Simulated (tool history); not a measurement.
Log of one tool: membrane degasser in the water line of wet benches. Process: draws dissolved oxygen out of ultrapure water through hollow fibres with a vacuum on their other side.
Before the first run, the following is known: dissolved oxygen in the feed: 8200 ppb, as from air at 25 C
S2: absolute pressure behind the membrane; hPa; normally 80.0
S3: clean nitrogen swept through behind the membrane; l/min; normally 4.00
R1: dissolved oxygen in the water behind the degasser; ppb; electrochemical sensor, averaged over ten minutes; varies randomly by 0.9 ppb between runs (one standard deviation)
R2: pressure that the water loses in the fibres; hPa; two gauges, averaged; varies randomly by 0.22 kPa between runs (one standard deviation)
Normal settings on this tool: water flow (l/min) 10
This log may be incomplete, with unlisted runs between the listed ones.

Run 1, hour 0.0: usual settings. Result: R1 88.6 ppb, R2 560.5 hPa.
Run 2, hour 47.6: usual settings but S2 64.1 hPa. Result: R1 79.7 ppb, R2 561.7 hPa.
Run 3, hour 83.7: usual settings but S2 173.2 hPa. Result: R1 149.9 ppb, R2 564.9 hPa.
Run 4, hour 122.5: usual settings. Result: R1 90.2 ppb, R2 564.9 hPa.
Run 5, hour 163.3: usual settings. Result: R1 89.7 ppb, R2 564.2 hPa.
Run 6, hour 211.1: usual settings but S2 155.7 hPa. Result: R1 139.1 ppb, R2 564.3 hPa.
Run 7, hour 259.1: usual settings but S2 155.7 hPa. Result: R1 140.9 ppb, R2 561.8 hPa.
Run 8, hour 292.1: usual settings but water flow (l/min) 9. Result: R1 64.9 ppb, R2 508.7 hPa.
At hour 332.5: seals of the vacuum lines changed.
Run 9, hour 341.3: usual settings but water flow (l/min) 9. Result: R1 63.2 ppb, R2 502.6 hPa.
Run 10, hour 387.1: usual settings but water flow (l/min) 9. Result: R1 63.2 ppb, R2 508.8 hPa.
Run 11, hour 427.7: usual settings but water flow (l/min) 9. Result: R1 64.2 ppb, R2 509.5 hPa.
Run 12, hour 475.7: usual settings but water flow (l/min) 9. Result: R1 64.4 ppb, R2 506.3 hPa.
Run 13, hour 507.4: usual settings. Result: R1 89.8 ppb, R2 562.5 hPa.
Run 14, hour 529.6: usual settings. Result: R1 90.5 ppb, R2 564.4 hPa.
Run 15, hour 576.2: usual settings but water flow (l/min) 8. Result: R1 45.8 ppb, R2 449.0 hPa.
Run 16, hour 615.4: usual settings but water flow (l/min) 8. Result: R1 45.0 ppb, R2 453.4 hPa.
Run 17, hour 655.9: usual settings but water flow (l/min) 8. Result: R1 45.4 ppb, R2 449.5 hPa.
Run 18, hour 699.9: usual settings but water flow (l/min) 8. Result: R1 46.5 ppb, R2 450.1 hPa.
Run 19, hour 735.2: usual settings but water flow (l/min) 7. Result: R1 31.6 ppb, R2 395.3 hPa.
Run 20, hour 761.6: usual settings but water flow (l/min) 13, S2 99.7 hPa. Result: R1 211.7 ppb, R2 733.4 hPa.
Run 21, hour 795.3: usual settings but water flow (l/min) 13, S2 99.7 hPa. Result: R1 216.6 ppb, R2 735.6 hPa.

Run 22 comes next. What will it give?
Run 22, hour 831.7: usual settings but S2 132.1 hPa, S3 5.39 l/min. Result: R1 ?, R2 ?.

R1: 105.4 ppb
R2: 564.6 hPa
Minus the tool's unlogged condition, the same run would have read R1 100.4 ppb, R2 556.9 hPa.
